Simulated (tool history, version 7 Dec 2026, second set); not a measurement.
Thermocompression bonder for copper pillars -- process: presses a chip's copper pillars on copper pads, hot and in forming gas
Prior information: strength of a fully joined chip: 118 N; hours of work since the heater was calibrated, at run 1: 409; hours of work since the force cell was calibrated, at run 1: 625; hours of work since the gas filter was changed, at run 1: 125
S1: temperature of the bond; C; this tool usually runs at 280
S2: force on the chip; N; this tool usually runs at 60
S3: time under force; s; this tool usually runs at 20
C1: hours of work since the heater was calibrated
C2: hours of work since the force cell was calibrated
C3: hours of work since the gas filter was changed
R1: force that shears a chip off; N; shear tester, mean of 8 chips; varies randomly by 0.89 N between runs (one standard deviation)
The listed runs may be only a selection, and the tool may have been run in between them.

run  hour   S1  S2  S3   C1   C2   C3    R1
  1     0  280  60  20  409  625  125  71.2
  2  15.1  280  60  20  417  633  133    71
  3  33.5  280  60  20  427  644  143    72
  4  41.4  280  60  20  432  648  148  73.2
  5  55.1  280  60  20  440  656  155  72.4
  6    69  302  60  20  447  664  163  84.3
  7  85.5  280  87  20  457  673  172    91

Predict the results of run 8:
  8  93.4  280  39  13  461  677  177   ?

Logged for run 8: R1 42.6 N.
Without the tool's hidden state the same run would have given R1 43.5 N.
